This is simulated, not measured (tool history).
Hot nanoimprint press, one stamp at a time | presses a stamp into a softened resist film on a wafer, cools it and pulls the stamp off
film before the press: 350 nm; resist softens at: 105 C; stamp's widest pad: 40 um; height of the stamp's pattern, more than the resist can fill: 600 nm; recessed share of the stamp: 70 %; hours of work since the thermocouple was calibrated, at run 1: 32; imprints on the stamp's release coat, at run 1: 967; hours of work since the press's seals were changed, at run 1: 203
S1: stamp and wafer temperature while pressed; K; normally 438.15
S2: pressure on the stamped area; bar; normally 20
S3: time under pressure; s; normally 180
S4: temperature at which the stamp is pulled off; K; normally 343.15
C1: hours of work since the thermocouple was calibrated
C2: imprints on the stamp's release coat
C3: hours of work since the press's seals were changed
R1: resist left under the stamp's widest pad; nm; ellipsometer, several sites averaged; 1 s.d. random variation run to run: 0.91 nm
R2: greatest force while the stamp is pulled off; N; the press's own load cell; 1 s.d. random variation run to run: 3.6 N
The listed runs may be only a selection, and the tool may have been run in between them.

run 1 hour=0 | S1=438.15 S2=20 S3=180 S4=343.15 | C1=32 C2=967 C3=203 | R1=191.2 R2=251
run 2 hour=11.9 | S1=438.15 S2=20 S3=180 S4=343.15 | C1=39 C2=1008 C3=211 | R1=192.2 R2=258
run 3 hour=17 | S1=438.15 S2=20 S3=180 S4=343.15 | C1=43 C2=1026 C3=214 | R1=191.3 R2=256
run 4 hour=25 | S1=438.15 S2=20 S3=199 S4=343.15 | C1=48 C2=1054 C3=219 | R1=184.3 R2=256
run 5 hour=37.1 | S1=438.15 S2=20 S3=199 S4=343.15 | C1=55 C2=1097 C3=227 | R1=185.5 R2=248
run 6 hour=44.7 | S1=438.15 S2=20 S3=180 S4=343.15 | C1=60 C2=1123 C3=231 | R1=191.9 R2=252
run 7 hour=56.1 | S1=438.15 S2=20 S3=180 S4=338.15 | C1=67 C2=1163 C3=239 | R1=192.7 R2=285
run 8 hour=64.3 | S1=438.15 S2=20 S3=180 S4=338.15 | C1=72 C2=1191 C3=244 | R1=192.1 R2=286
run 9 hour=69.4 | S1=438.15 S2=20 S3=180 S4=338.15 | C1=76 C2=1210 C3=247 | R1=193.1 R2=287
run 10 hour=77.7 | S1=438.15 S2=20 S3=180 S4=338.15 | C1=81 C2=1238 C3=252 | R1=193.2 R2=292
run 11 hour=87.6 | S1=438.15 S2=20 S3=180 S4=343.15 | C1=87 C2=1273 C3=258 | R1=192 R2=266
run 12 hour=93.7 | S1=438.15 S2=20 S3=180 S4=343.15 | C1=91 C2=1294 C3=262 | R1=191.2 R2=261
run 13 hour=101.4 | S1=438.15 S2=20 S3=180 S4=343.15 | C1=96 C2=1321 C3=267 | R1=192.4 R2=258
run 14 hour=112.2 | S1=441.15 S2=18.4 S3=122 S4=344.15 | C1=103 C2=1359 C3=274 | R1=200.1 R2=257
run 15 hour=122.6 | S1=444.15 S2=21.7 S3=117 S4=345.15 | C1=109 C2=1395 C3=280 | R1=168 R2=246
run 16 hour=129.2 | S1=444.15 S2=21.7 S3=250 S4=341.15 | C1=113 C2=1419 C3=285 | R1=130.3 R2=271
run 17 hour=135.9 | S1=444.15 S2=21.7 S3=250 S4=341.15 | C1=118 C2=1442 C3=289 | R1=129.4 R2=279
run 18 hour=141.6 | S1=438.15 S2=20 S3=180 S4=343.15 | C1=121 C2=1462 C3=292 | R1=193.7 R2=264
run 19 hour=150.6 | S1=438.15 S2=20 S3=180 S4=336.15 | C1=127 C2=1494 C3=298 | R1=194.1 R2=303
run 20 hour=161 | S1=447.15 S2=20 S3=180 S4=336.15 | C1=133 C2=1530 C3=305 | R1=134.3 R2=308
run 21 hour=173 | S1=438.15 S2=20 S3=174 S4=343.15 | C1=141 C2=1572 C3=312 | R1=193.7 R2=267
run 22 hour=183 | S1=438.15 S2=20 S3=174 S4=343.15 | C1=147 C2=1607 C3=319 | R1=193.7 R2=267
run 23 hour=192.6 | S1=438.15 S2=20 S3=273 S4=343.15 | C1=153 C2=1640 C3=325 | R1=171.2 R2=265
run 24 hour=198.2 | S1=448.15 S2=20 S3=322 S4=343.15 | C1=157 C2=1660 C3=328 | R1=104.4 R2=267
run 25 hour=208.7 | S1=437.15 S2=12.3 S3=204 S4=343.15 | C1=164 C2=1697 C3=335 | R1=239.1 R2=263

5 options for the next run, each taken on its own from the tool as it stands now. Forecast them:
run A hour=218.4 | S1=437.15 S2=12.3 S3=118 S4=347.15 | C1=170 C2=1731 C3=341 | R1=? R2=?
run B hour=218.4 | S1=445.15 S2=27.6 S3=180 S4=343.15 | C1=170 C2=1731 C3=341 | R1=? R2=?
run C hour=218.4 | S1=436.15 S2=12.3 S3=204 S4=343.15 | C1=170 C2=1731 C3=341 | R1=? R2=?
run D hour=218.4 | S1=446.15 S2=20 S3=115 S4=343.15 | C1=170 C2=1731 C3=341 | R1=? R2=?
run E hour=218.4 | S1=437.15 S2=12.3 S3=204 S4=329.15 | C1=170 C2=1731 C3=341 | R1=? R2=?

run=A R1=268.4 R2=243
run=B R1=122.2 R2=274
run=C R1=246.4 R2=272
run=D R1=165.5 R2=277
run=E R1=238.2 R2=351
Without the tool's unlogged condition, the same runs would have read:
run=A R1=264.8 R2=216
run=B R1=118.1 R2=243
run=C R1=242.5 R2=241
run=D R1=161.2 R2=246
run=E R1=234.2 R2=312

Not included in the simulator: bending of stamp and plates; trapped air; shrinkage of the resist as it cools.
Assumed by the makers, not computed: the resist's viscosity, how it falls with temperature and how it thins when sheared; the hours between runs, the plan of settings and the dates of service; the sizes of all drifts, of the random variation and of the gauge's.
